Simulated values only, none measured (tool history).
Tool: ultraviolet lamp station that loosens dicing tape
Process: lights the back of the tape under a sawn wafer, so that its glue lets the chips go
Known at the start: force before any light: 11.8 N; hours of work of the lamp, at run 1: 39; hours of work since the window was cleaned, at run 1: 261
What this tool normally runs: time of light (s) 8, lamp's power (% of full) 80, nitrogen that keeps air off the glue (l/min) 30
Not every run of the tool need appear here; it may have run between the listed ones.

run	hour	time of light (s)	lamp's power (% of full)	nitrogen that keeps air off the glue (l/min)	hours of work of the lamp	hours of work since the window was cleaned	force that peels the tape off (N)	light that reached the tape (mJ/cm²)
1	0	8	80	30	39	261	0.225	221
2	9.5	8	80	30	43	265	0.226	221
3	20.3	8	80	29	48	270	0.227	221
4	32	8	80	30	53	275	0.224	219
5	44.3	8	80	29	59	280	0.241	219
6	56.2	8	80	30	64	286	0.229	220
7	71.7	8	80	30	71	293	0.224	215
8	79.1	8	80	30	74	296	0.234	221
9	95.1	8	80	30	81	303	0.222	224
10	112.5	8	80	30	89	311	0.224	221
11	121	8	80	30	93	314	0.23	224
12	135.8	8	80	30	99	321	0.223	219
13	145.2	8	80	30	103	325	0.233	223
14	153.3	14	80	30	107	329	0.132	388
15	166.9	8	80	23	113	335	0.305	218
16	182.3	8	80	30	120	341	0.22	220
17	192	8	80	30	124	346	0.222	218
18	201.5	8	62	30	128	350	0.402	170
19	211.6	8	62	30	133	354	0.421	171
20	225.1	8	62	30	139	360	0.404	168
21	234.2	8	62	30	143	364	0.4	174
22	242.8	8	62	30	147	368	0.425	172
23	258.1	10	80	18	153	375	0.22	279
24	273	10	80	18	160	382	0.225	273

What will run 25 give?
25	287.3	10	80	18	166	388	?	?

Run 25 yielded force that peels the tape off (N) 0.217, light that reached the tape (mJ/cm²) 274.
Were there no unlogged condition in the tool, this run, its random variation unchanged, would have produced force that peels the tape off (N) 0.216, light that reached the tape (mJ/cm²) 275.
